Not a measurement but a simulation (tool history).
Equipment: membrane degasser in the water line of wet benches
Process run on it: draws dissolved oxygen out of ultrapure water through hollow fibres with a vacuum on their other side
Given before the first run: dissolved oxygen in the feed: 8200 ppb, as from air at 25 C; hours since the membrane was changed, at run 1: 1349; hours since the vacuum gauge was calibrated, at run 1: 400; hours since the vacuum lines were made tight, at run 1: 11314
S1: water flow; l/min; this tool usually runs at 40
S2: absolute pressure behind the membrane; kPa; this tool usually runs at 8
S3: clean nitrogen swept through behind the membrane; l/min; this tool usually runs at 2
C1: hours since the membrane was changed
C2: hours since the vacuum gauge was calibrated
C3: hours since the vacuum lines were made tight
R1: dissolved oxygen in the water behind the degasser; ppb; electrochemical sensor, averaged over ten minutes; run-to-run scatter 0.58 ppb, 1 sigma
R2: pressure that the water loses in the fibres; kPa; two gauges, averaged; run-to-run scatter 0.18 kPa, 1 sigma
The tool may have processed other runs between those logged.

run	hour	S1	S2	S3	C1	C2	C3	R1	R2
1	0	40	8	2	1349	400	11314	211.3	32.83
2	32.5	40	8	2	1382	432	11347	211.2	32.86
3	76.7	40	8	2	1426	476	11391	210.3	32.8
4	98.6	40	8	2	1448	498	11413	209.9	32.79
5	139.5	40	8	2	1489	539	11454	210.6	33.02
6	159.9	35	8	2	1509	560	11474	186.8	28.99
7	204.4	35	8	2	1554	604	11519	186.9	28.66
8	246.7	40	8	2	1596	646	11561	211.7	33.12
9	278.8	40	8	2	1628	679	11593	212	33.1
10	327.9	40	8	2	1677	728	11642	211.2	32.71
11	354	55	8	2	1703	754	11668	281	44.92
12	378.9	55	8	2	1728	779	11693	282.2	45.13
13	426.5	55	8	2	1776	826	11741	282.7	45.54
14	475.7	40	7.83	2	1825	875	11790	204.6	32.94
15	498.6	28	8	2.22	1848	898	11813	140	23.29
16	541.7	38	11.36	2	1891	941	11856	338.2	31.15
17	573.9	39	15.62	2	1923	974	11888	515.1	32.34
18	611.7	47	8	2	1961	1011	11926	246	39.01
19	653.8	60	11.2	2.47	2003	1053	11968	415.7	49.55
20	676.9	40	17.58	1.61	2026	1077	11991	718.6	33.07
21	698	40	17.58	1.61	2047	1098	12012	721.5	32.92
22	744.9	40	9.15	2.61	2094	1145	12059	206.8	32.97
23	772.2	40	9.15	2.61	2122	1172	12086	207	33.02
24	812.8	29	14.43	3.27	2162	1212	12127	232.7	23.86
25	856.6	29	14.43	3.27	2206	1256	12171	233	23.52
26	879.1	54	5.83	2	2229	1279	12193	158.8	44.78
27	910.6	40	8.17	2	2260	1310	12225	220.3	33.34
28	934.6	40	8.17	1.6	2284	1334	12249	264.9	33.16

Hidden state or all else? Some run-to-run changes of R1, split into what the settings, what came in and random variation would give without the hidden state, and what is left for the hidden state (with any gauge scatter that isn't in both results):
Hidden conditions of the tool in this case: membrane still open, %; true pressure behind the membrane over the reading, kPa; air that leaks in behind the membrane, l/min; drift of the gauge itself on oxygen_ppb, %; drift of the gauge itself on loss_of_pressure_kpa, %.
Run 17 -> 18: S1 39 -> 47, S2 15.62 -> 8. R1 -269.1 ppb: hidden state -0.8, all else -268.3.
Run 19 -> 20: S1 60 -> 40, S2 11.2 -> 17.58, S3 2.47 -> 1.61. R1 +302.9 ppb: hidden state +0.6, all else +302.3.
Run 21 -> 22: S2 17.58 -> 9.15, S3 1.61 -> 2.61. R1 -514.7 ppb: hidden state -0.7, all else -514.
